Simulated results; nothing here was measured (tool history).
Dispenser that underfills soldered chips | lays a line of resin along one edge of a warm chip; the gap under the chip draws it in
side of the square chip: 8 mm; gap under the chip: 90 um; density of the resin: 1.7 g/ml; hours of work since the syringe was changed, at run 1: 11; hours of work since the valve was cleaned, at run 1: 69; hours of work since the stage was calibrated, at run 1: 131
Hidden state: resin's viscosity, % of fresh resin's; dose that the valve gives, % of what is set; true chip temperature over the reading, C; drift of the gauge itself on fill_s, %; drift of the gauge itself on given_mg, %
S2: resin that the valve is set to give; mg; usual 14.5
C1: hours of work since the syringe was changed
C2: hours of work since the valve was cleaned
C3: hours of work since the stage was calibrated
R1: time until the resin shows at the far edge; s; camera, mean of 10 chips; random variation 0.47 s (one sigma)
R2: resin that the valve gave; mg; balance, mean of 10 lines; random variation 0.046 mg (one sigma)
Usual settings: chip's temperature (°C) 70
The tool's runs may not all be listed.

run 1 day=0.000 | chip's_temperature_(°C)=70 S2=14.5 | C1=11 C2=69 C3=131 | R1=54.1 R2=13.90
-- day=0.042 new syringe of resin
run 2 day=0.162 | chip's_temperature_(°C)=83 S2=14.5 | C1=2 C2=71 C3=134 | R1=26.2 R2=13.88
-- day=0.358 dispensing valve cleaned and set on the balance
run 3 day=0.362 | chip's_temperature_(°C)=83 S2=14.5 | C1=4 C2=0 C3=136 | R1=29.2 R2=14.53
run 4 day=0.458 | chip's_temperature_(°C)=83 S2=14.5 | C1=6 C2=2 C3=138 | R1=29.8 R2=14.47
run 5 day=0.592 | chip's_temperature_(°C)=70 S2=14.5 | C1=8 C2=4 C3=140 | R1=48.1 R2=14.45
run 6 day=0.779 | chip's_temperature_(°C)=70 S2=13.2 | C1=11 C2=6 C3=142 | R1=54.2 R2=13.17
-- day=0.846 new syringe of resin
run 7 day=0.888 | chip's_temperature_(°C)=76 S2=13.2 | C1=1 C2=8 C3=144 | R1=31.7 R2=13.08
run 8 day=1.050 | chip's_temperature_(°C)=70 S2=14.5 | C1=3 C2=10 C3=146 | R1=41.0 R2=14.42
run 9 day=1.254 | chip's_temperature_(°C)=70 S2=14.5 | C1=6 C2=14 C3=150 | R1=45.1 R2=14.36
run 10 day=1.404 | chip's_temperature_(°C)=70 S2=14.5 | C1=9 C2=16 C3=152 | R1=48.3 R2=14.38
run 11 day=1.525 | chip's_temperature_(°C)=70 S2=14.5 | C1=10 C2=18 C3=154 | R1=50.9 R2=14.41
-- day=1.604 new syringe of resin
run 12 day=1.742 | chip's_temperature_(°C)=70 S2=14.5 | C1=2 C2=21 C3=157 | R1=37.8 R2=14.28
run 13 day=1.954 | chip's_temperature_(°C)=75 S2=14.5 | C1=5 C2=24 C3=160 | R1=36.4 R2=14.31
run 14 day=2.125 | chip's_temperature_(°C)=70 S2=14.5 | C1=8 C2=27 C3=163 | R1=47.5 R2=14.26
run 15 day=2.275 | chip's_temperature_(°C)=70 S2=14.5 | C1=10 C2=29 C3=165 | R1=50.5 R2=14.23
-- day=2.379 new syringe of resin
run 16 day=2.508 | chip's_temperature_(°C)=70 S2=14.5 | C1=2 C2=33 C3=169 | R1=39.9 R2=14.25
run 17 day=2.725 | chip's_temperature_(°C)=70 S2=14.5 | C1=5 C2=36 C3=172 | R1=44.3 R2=14.16
run 18 day=2.833 | chip's_temperature_(°C)=70 S2=15.2 | C1=7 C2=38 C3=174 | R1=45.5 R2=14.82
run 19 day=2.979 | chip's_temperature_(°C)=75 S2=18.3 | C1=9 C2=40 C3=176 | R1=42.1 R2=17.93
-- day=3.142 new syringe of resin
run 20 day=3.142 | chip's_temperature_(°C)=77 S2=15.5 | C1=0 C2=42 C3=178 | R1=29.7 R2=15.20
run 21 day=3.308 | chip's_temperature_(°C)=84 S2=15.2 | C1=3 C2=45 C3=181 | R1=26.2 R2=14.79
run 22 day=3.450 | chip's_temperature_(°C)=59 S2=14.4 | C1=5 C2=47 C3=183 | R1=63.3 R2=13.90
run 23 day=3.629 | chip's_temperature_(°C)=59 S2=14.4 | C1=8 C2=50 C3=186 | R1=68.9 R2=13.94
run 24 day=3.808 | chip's_temperature_(°C)=83 S2=15.5 | C1=10 C2=53 C3=189 | R1=33.9 R2=15.05
-- day=3.904 new syringe of resin
run 25 day=3.992 | chip's_temperature_(°C)=57 S2=14.5 | C1=1 C2=55 C3=191 | R1=59.8 R2=13.96
run 26 day=4.150 | chip's_temperature_(°C)=57 S2=14.5 | C1=4 C2=58 C3=194 | R1=65.3 R2=14.00
run 27 day=4.375 | chip's_temperature_(°C)=57 S2=14.5 | C1=7 C2=61 C3=197 | R1=74.1 R2=13.99
run 28 day=4.558 | chip's_temperature_(°C)=57 S2=14.5 | C1=10 C2=64 C3=200 | R1=79.3 R2=14.00
-- day=4.667 new syringe of resin
run 29 day=4.767 | chip's_temperature_(°C)=63 S2=14.5 | C1=2 C2=67 C3=203 | R1=51.0 R2=13.89
run 30 day=4.871 | chip's_temperature_(°C)=63 S2=14.5 | C1=3 C2=69 C3=205 | R1=52.1 R2=13.87
run 31 day=5.100 | chip's_temperature_(°C)=77 S2=16.9 | C1=7 C2=72 C3=208 | R1=35.4 R2=16.20
-- day=5.233 dispensing valve cleaned and set on the balance
run 32 day=5.246 | chip's_temperature_(°C)=70 S2=16.2 | C1=8 C2=0 C3=210 | R1=46.8 R2=16.17
run 33 day=5.412 | chip's_temperature_(°C)=66 S2=12.7 | C1=11 C2=3 C3=212 | R1=62.4 R2=12.71
-- day=5.471 new syringe of resin
run 34 day=5.612 | chip's_temperature_(°C)=80 S2=16.1 | C1=2 C2=6 C3=215 | R1=28.6 R2=15.93
run 35 day=5.717 | chip's_temperature_(°C)=80 S2=14.8 | C1=4 C2=7 C3=217 | R1=30.4 R2=14.70

4 ways to go on from here, each from the tool as it stands after run 35. What would each give?
run A day=5.854 | chip's_temperature_(°C)=63 S2=16.2 | C1=6 C2=9 C3=219 | R1=? R2=?
run B day=5.854 | chip's_temperature_(°C)=62 S2=14.5 | C1=6 C2=9 C3=219 | R1=? R2=?
run C day=5.854 | chip's_temperature_(°C)=70 S2=14.8 | C1=6 C2=9 C3=219 | R1=? R2=?
run D day=5.854 | chip's_temperature_(°C)=71 S2=13.3 | C1=6 C2=9 C3=219 | R1=? R2=?

run=A R1=55.3 R2=16.07
run=B R1=58.6 R2=14.44
run=C R1=43.6 R2=14.76
run=D R1=43.8 R2=13.25
Without the tool's hidden state the same runs would have given:
run=A R1=44.2 R2=16.18
run=B R1=46.9 R2=14.53
run=C R1=34.8 R2=14.86
run=D R1=34.9 R2=13.34

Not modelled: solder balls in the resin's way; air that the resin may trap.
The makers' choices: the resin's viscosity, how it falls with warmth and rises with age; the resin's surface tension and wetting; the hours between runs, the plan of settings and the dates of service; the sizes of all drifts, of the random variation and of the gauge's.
